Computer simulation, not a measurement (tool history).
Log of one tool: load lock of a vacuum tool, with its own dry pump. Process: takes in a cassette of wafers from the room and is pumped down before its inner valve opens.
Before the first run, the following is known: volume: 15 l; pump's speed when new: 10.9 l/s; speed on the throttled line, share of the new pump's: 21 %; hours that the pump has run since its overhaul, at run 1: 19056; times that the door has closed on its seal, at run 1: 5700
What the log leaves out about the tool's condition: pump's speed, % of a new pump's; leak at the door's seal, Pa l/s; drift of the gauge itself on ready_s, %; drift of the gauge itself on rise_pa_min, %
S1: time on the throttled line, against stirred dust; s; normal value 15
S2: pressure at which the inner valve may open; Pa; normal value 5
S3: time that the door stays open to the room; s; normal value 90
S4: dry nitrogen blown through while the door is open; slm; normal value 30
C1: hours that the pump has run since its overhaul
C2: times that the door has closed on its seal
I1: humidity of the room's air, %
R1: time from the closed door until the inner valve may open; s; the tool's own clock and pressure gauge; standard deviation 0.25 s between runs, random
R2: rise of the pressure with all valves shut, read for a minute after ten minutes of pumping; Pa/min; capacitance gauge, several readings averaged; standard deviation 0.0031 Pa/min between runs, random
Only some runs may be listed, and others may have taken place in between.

Run 1, hour 0.0: usual settings; C1 19056; C2 5700; I1 45.5. Result: R1 26.4 s, R2 0.103 Pa/min.
Run 2, hour 263.6: usual settings; C1 19319; C2 6085; I1 44.4. Result: R1 27.3 s, R2 0.104 Pa/min.
Run 3, hour 610.7: usual settings; C1 19667; C2 6591; I1 48.0. Result: R1 27.2 s, R2 0.114 Pa/min.
Run 4, hour 937.2: usual settings; C1 19993; C2 7068; I1 45.9. Result: R1 27.3 s, R2 0.105 Pa/min.
Run 5, hour 1272.1: usual settings; C1 20328; C2 7557; I1 43.9. Result: R1 27.3 s, R2 0.107 Pa/min.
Run 6, hour 1462.7: usual settings; C1 20519; C2 7836; I1 44.1. Result: R1 26.9 s, R2 0.110 Pa/min.
Run 7, hour 1791.8: usual settings; C1 20848; C2 8316; I1 43.7. Result: R1 27.5 s, R2 0.110 Pa/min.
Run 8, hour 1988.5: usual settings but S4 12 slm; C1 21044; C2 8603; I1 47.1. Result: R1 27.0 s, R2 0.144 Pa/min.
Run 9, hour 2359.0: usual settings but S4 12 slm; C1 21415; C2 9144; I1 43.4. Result: R1 27.5 s, R2 0.144 Pa/min.
Run 10, hour 2661.5: usual settings but S3 27 s; C1 21717; C2 9586; I1 46.7. Result: R1 27.4 s, R2 0.086 Pa/min.
Run 11, hour 2847.6: usual settings but S3 27 s; C1 21903; C2 9858; I1 47.7. Result: R1 27.0 s, R2 0.083 Pa/min.
Run 12, hour 3056.5: usual settings but S3 27 s, S4 28 slm; C1 22112; C2 10163; I1 42.8. Result: R1 27.2 s, R2 0.083 Pa/min.
Run 13, hour 3300.4: usual settings but S3 27 s, S4 28 slm; C1 22356; C2 10519; I1 41.9. Result: R1 26.9 s, R2 0.081 Pa/min.
Run 14, hour 3631.2: usual settings but S2 10 Pa; C1 22687; C2 11002; I1 43.2. Result: R1 26.2 s, R2 0.122 Pa/min.
Run 15, hour 4006.7: usual settings; C1 23063; C2 11550; I1 42.8. Result: R1 27.3 s, R2 0.125 Pa/min.
Run 16, hour 4216.7: usual settings but S4 4 slm; C1 23273; C2 11857; I1 43.7. Result: R1 27.1 s, R2 0.177 Pa/min.
Run 17, hour 4627.5: usual settings; C1 23683; C2 12457; I1 45.6. Result: R1 27.4 s, R2 0.141 Pa/min.
Run 18, hour 4870.7: usual settings; C1 23926; C2 12812; I1 42.7. Result: R1 27.1 s, R2 0.133 Pa/min.
At hour 5231.5: dry pump taken out, an overhauled one fitted.
Run 19, hour 5287.8: usual settings; C1 56; C2 13412; I1 45.5. Result: R1 25.6 s, R2 0.146 Pa/min.
Run 20, hour 5504.6: usual settings but S1 25 s, S3 32 s; C1 273; C2 13729; I1 44.9. Result: R1 33.1 s, R2 0.107 Pa/min.
Run 21, hour 5794.2: usual settings but S1 25 s, S3 32 s; C1 563; C2 14151; I1 44.0. Result: R1 33.4 s, R2 0.117 Pa/min.
Run 22, hour 6034.2: usual settings but S1 25 s, S3 32 s; C1 803; C2 14502; I1 44.8. Result: R1 33.7 s, R2 0.117 Pa/min.
Run 23, hour 6298.4: usual settings but S1 25 s, S3 32 s; C1 1067; C2 14888; I1 44.5. Result: R1 33.8 s, R2 0.118 Pa/min.
Run 24, hour 6665.0: usual settings but S1 25 s, S3 32 s; C1 1434; C2 15423; I1 42.1. Result: R1 33.0 s, R2 0.127 Pa/min.
Run 25, hour 7053.0: usual settings but S1 25 s, S3 32 s; C1 1821; C2 15989; I1 46.3. Result: R1 33.7 s, R2 0.134 Pa/min.
Run 26, hour 7272.7: usual settings but S1 25 s, S3 32 s; C1 2041; C2 16310; I1 45.2. Result: R1 33.8 s, R2 0.135 Pa/min.
Run 27, hour 7526.1: usual settings but S1 10 s, S3 164 s; C1 2295; C2 16680; I1 44.2. Result: R1 21.9 s, R2 0.194 Pa/min.
Run 28, hour 7756.5: usual settings but S1 11 s, S3 40 s, S4 42 slm; C1 2525; C2 17017; I1 41.8. Result: R1 22.6 s, R2 0.136 Pa/min.
Run 29, hour 8002.8: usual settings but S1 11 s, S3 40 s, S4 42 slm; C1 2771; C2 17376; I1 48.7. Result: R1 22.2 s, R2 0.139 Pa/min.
Run 30, hour 8406.0: usual settings but S1 11 s, S2 8 Pa, S3 40 s, S4 42 slm; C1 3175; C2 17965; I1 45.1. Result: R1 22.1 s, R2 0.139 Pa/min.
Run 31, hour 8636.6: usual settings but S2 10 Pa; C1 3405; C2 18302; I1 45.3. Result: R1 24.6 s, R2 0.182 Pa/min.
Run 32, hour 9012.6: usual settings but S2 7 Pa, S3 36 s, S4 42 slm; C1 3781; C2 18851; I1 43.7. Result: R1 25.2 s, R2 0.144 Pa/min.
Run 33, hour 9376.0: usual settings but S1 24 s, S2 6 Pa, S3 201 s, S4 20 slm; C1 4144; C2 19381; I1 41.9. Result: R1 33.1 s, R2 0.249 Pa/min.
Run 34, hour 9747.1: usual settings but S1 11 s, S4 6 slm; C1 4516; C2 19923; I1 41.6. Result: R1 22.9 s, R2 0.232 Pa/min.
Run 35, hour 10087.6: usual settings but S1 11 s, S4 6 slm; C1 4856; C2 20420; I1 47.7. Result: R1 23.1 s, R2 0.250 Pa/min.
Run 36, hour 10374.5: usual settings but S1 11 s, S4 6 slm; C1 5143; C2 20839; I1 41.3. Result: R1 23.2 s, R2 0.236 Pa/min.
Run 37, hour 10705.6: usual settings but S1 11 s, S4 6 slm; C1 5474; C2 21323; I1 47.4. Result: R1 23.2 s, R2 0.253 Pa/min.
Run 38, hour 11091.5: usual settings but S1 13 s, S3 151 s; C1 5860; C2 21886; I1 43.9. Result: R1 24.4 s, R2 0.238 Pa/min.

3 ways to go on from here, each from the tool as it stands after run 38. What would each give?
Run A, hour 11411.5: usual settings but S1 13 s, S3 51 s; C1 6180; C2 22353; I1 39.7. Result: R1 ?, R2 ?.
Run B, hour 11411.5: usual settings but S2 9 Pa, S4 9 slm; C1 6180; C2 22353; I1 44.4. Result: R1 ?, R2 ?.
Run C, hour 11411.5: usual settings but S1 8 s, S2 7 Pa, S4 40 slm; C1 6180; C2 22353; I1 43.8. Result: R1 ?, R2 ?.

run    R1     R2
  A  24.2  0.188
  B  24.6  0.246
  C  19.9  0.206
With no hidden state in the tool, these same runs would have given:
run    R1     R2
  A  23.9  0.052
  B  24.3  0.107
  C  19.6  0.065
